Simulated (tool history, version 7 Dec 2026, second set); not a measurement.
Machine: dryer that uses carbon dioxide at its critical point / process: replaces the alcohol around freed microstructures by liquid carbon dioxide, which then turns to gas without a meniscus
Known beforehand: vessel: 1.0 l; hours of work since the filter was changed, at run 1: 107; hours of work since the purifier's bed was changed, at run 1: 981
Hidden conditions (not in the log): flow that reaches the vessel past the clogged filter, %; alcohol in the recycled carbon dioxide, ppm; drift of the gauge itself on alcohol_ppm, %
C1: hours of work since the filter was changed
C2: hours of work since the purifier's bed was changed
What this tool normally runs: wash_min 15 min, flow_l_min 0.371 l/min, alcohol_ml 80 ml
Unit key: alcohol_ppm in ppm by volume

{"run": 1, "hour": 0.0, "wash_min": 15, "flow_l_min": 0.371, "alcohol_ml": 80, "C1": 107, "C2": 981, "alcohol_ppm": 600}
{"run": 2, "hour": 22.1, "wash_min": 15, "flow_l_min": 0.371, "alcohol_ml": 80, "C1": 123, "C2": 997, "alcohol_ppm": 615}
{"run": 3, "hour": 44.8, "wash_min": 16, "flow_l_min": 0.371, "alcohol_ml": 80, "C1": 139, "C2": 1013, "alcohol_ppm": 509}
{"run": 4, "hour": 80.8, "wash_min": 16, "flow_l_min": 0.371, "alcohol_ml": 80, "C1": 164, "C2": 1038, "alcohol_ppm": 536}
{"run": 5, "hour": 107.2, "wash_min": 16, "flow_l_min": 0.371, "alcohol_ml": 80, "C1": 182, "C2": 1056, "alcohol_ppm": 537}
{"run": 6, "hour": 127.6, "wash_min": 15, "flow_l_min": 0.371, "alcohol_ml": 80, "C1": 197, "C2": 1071, "alcohol_ppm": 711}
{"run": 7, "hour": 156.6, "wash_min": 15, "flow_l_min": 0.371, "alcohol_ml": 80, "C1": 217, "C2": 1091, "alcohol_ppm": 741}
{"run": 8, "hour": 178.5, "wash_min": 15, "flow_l_min": 0.371, "alcohol_ml": 80, "C1": 232, "C2": 1106, "alcohol_ppm": 751}
{"run": 9, "hour": 219.8, "wash_min": 15, "flow_l_min": 0.371, "alcohol_ml": 23, "C1": 261, "C2": 1135, "alcohol_ppm": 371}
{"hour": 249.6, "done": "purifier's bed changed"}
{"run": 10, "hour": 268.0, "wash_min": 12, "flow_l_min": 0.544, "alcohol_ml": 96, "C1": 293, "C2": 13, "alcohol_ppm": 394}
{"run": 11, "hour": 300.5, "wash_min": 11, "flow_l_min": 0.282, "alcohol_ml": 63, "C1": 316, "C2": 36, "alcohol_ppm": 4205}
{"run": 12, "hour": 327.2, "wash_min": 11, "flow_l_min": 0.282, "alcohol_ml": 63, "C1": 335, "C2": 54, "alcohol_ppm": 4449}
{"run": 13, "hour": 368.6, "wash_min": 11, "flow_l_min": 0.406, "alcohol_ml": 33, "C1": 364, "C2": 83, "alcohol_ppm": 814}
{"run": 14, "hour": 391.8, "wash_min": 15, "flow_l_min": 0.38, "alcohol_ml": 66, "C1": 380, "C2": 100, "alcohol_ppm": 623}
{"hour": 405.2, "done": "inlet filter changed"}
{"run": 15, "hour": 413.2, "wash_min": 22, "flow_l_min": 0.315, "alcohol_ml": 80, "C1": 6, "C2": 114, "alcohol_ppm": 111}
{"run": 16, "hour": 456.7, "wash_min": 16, "flow_l_min": 0.371, "alcohol_ml": 80, "C1": 36, "C2": 144, "alcohol_ppm": 272}
{"run": 17, "hour": 490.6, "wash_min": 16, "flow_l_min": 0.371, "alcohol_ml": 80, "C1": 60, "C2": 168, "alcohol_ppm": 289}

Each row is a separate what-if for the run after 17, all from the same tool condition, not one after another. Results?
{"run": "A", "hour": 517.6, "wash_min": 10, "flow_l_min": 0.374, "alcohol_ml": 22, "C1": 79, "C2": 187, "alcohol_ppm": "?"}
{"run": "B", "hour": 517.6, "wash_min": 16, "flow_l_min": 0.282, "alcohol_ml": 77, "C1": 79, "C2": 187, "alcohol_ppm": "?"}
{"run": "C", "hour": 517.6, "wash_min": 15, "flow_l_min": 0.371, "alcohol_ml": 80, "C1": 79, "C2": 187, "alcohol_ppm": "?"}

run=A alcohol_ppm=659
run=B alcohol_ppm=1019
run=C alcohol_ppm=441
The same runs, with their run-to-run variation unchanged, on a tool lacking any hidden condition would have given:
run=A alcohol_ppm=543
run=B alcohol_ppm=830
run=C alcohol_ppm=332
